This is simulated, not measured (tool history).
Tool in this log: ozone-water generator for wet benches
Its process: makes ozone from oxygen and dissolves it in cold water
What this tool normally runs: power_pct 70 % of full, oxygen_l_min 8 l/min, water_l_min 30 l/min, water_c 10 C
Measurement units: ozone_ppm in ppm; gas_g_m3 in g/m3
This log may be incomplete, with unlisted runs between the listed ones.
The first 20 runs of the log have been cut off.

run,hour,power_pct,oxygen_l_min,water_l_min,water_c,hours of work since the electrodes were changed,hours of work since the contactor was cleaned,hours of work since the thermometer was calibrated,ozone_ppm,gas_g_m3
21,1035.6,68,4.55,30,6,1139,3793,687,18,259
22,1107.9,70,8,30,10,1187,3841,735,19.6,199.2
23,1144.1,78,8.85,30,17,1211,3865,760,19.1,203.5
24,1205.9,78,8.85,21,6,1252,3906,801,31.7,202.4
25,1259,74,5.51,30,10,1288,3941,836,19.4,248.5
26,1302.2,70,5.89,30,10,1316,3970,865,18.7,228.5
27,1357.2,47,6.7,25,6,1353,4007,902,17.7,161.5
28,1408.4,55,9.26,42,8,1387,4041,936,11.9,152.5
29,1477.3,55,9.26,42,8,1433,4087,982,11.9,152.2
30,1517,85,10.35,41,15,1460,4113,1008,15.8,200.1
31,1590.7,85,5.1,26,15,1509,4162,1057,23.2,283.5
32,1649.9,85,5.1,26,15,1548,4202,1097,23.4,285.5

What if the next run were any one of these 4? Each begins from the tool's condition after run 32:
A,1709.1,59,8,30,10,1588,4241,1136,?,?
B,1709.1,85,5.1,23,9,1588,4241,1136,?,?
C,1709.1,85,9.02,26,13,1588,4241,1136,?,?
D,1709.1,68,5.1,36,6,1588,4241,1136,?,?

run,ozone_ppm,gas_g_m3
A,17.2,173.6
B,28.2,289.1
C,24.7,212.8
D,15.2,243.6
With no hidden state in the tool, these same runs would have given:
run,ozone_ppm,gas_g_m3
A,17.3,173.8
B,28.2,289.4
C,24.8,212.9
D,15.2,243.8
